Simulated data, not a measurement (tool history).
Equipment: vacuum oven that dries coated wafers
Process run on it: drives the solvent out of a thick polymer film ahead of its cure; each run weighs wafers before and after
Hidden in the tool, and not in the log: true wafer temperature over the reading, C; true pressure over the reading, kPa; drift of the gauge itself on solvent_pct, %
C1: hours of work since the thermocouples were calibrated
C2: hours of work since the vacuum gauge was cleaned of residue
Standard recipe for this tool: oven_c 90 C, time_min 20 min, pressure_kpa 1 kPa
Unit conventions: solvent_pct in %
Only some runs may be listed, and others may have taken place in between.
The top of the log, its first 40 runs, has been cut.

run 41 hour=532.3 | oven_c=90 time_min=20 pressure_kpa=1.43 | C1=941 C2=369 | solvent_pct=2.34
run 42 hour=546.4 | oven_c=104 time_min=20 pressure_kpa=1.43 | C1=947 C2=375 | solvent_pct=0.55
run 43 hour=563.2 | oven_c=96 time_min=16 pressure_kpa=3.38 | C1=954 C2=382 | solvent_pct=2.4
run 44 hour=573.1 | oven_c=92 time_min=20 pressure_kpa=1 | C1=958 C2=387 | solvent_pct=1.67
run 45 hour=582.3 | oven_c=92 time_min=21 pressure_kpa=1 | C1=962 C2=390 | solvent_pct=1.56
run 46 hour=592.6 | oven_c=83 time_min=33 pressure_kpa=1.94 | C1=966 C2=395 | solvent_pct=2.85
run 47 hour=604.8 | oven_c=99 time_min=25 pressure_kpa=1.23 | C1=971 C2=400 | solvent_pct=0.6
run 48 hour=614.4 | oven_c=99 time_min=25 pressure_kpa=0.74 | C1=976 C2=404 | solvent_pct=0.42

3 ways to go on from here, each from the tool as it stands after run 48. What would each give?
run A hour=631.1 | oven_c=97 time_min=24 pressure_kpa=0.57 | C1=983 C2=411 | solvent_pct=?
run B hour=631.1 | oven_c=90 time_min=20 pressure_kpa=1.32 | C1=983 C2=411 | solvent_pct=?
run C hour=631.1 | oven_c=98 time_min=25 pressure_kpa=2.44 | C1=983 C2=411 | solvent_pct=?

run=A solvent_pct=0.49
run=B solvent_pct=2.34
run=C solvent_pct=1.12
With no hidden state in the tool, these same runs would have given:
run=A solvent_pct=0.34
run=B solvent_pct=1.86
run=C solvent_pct=0.96
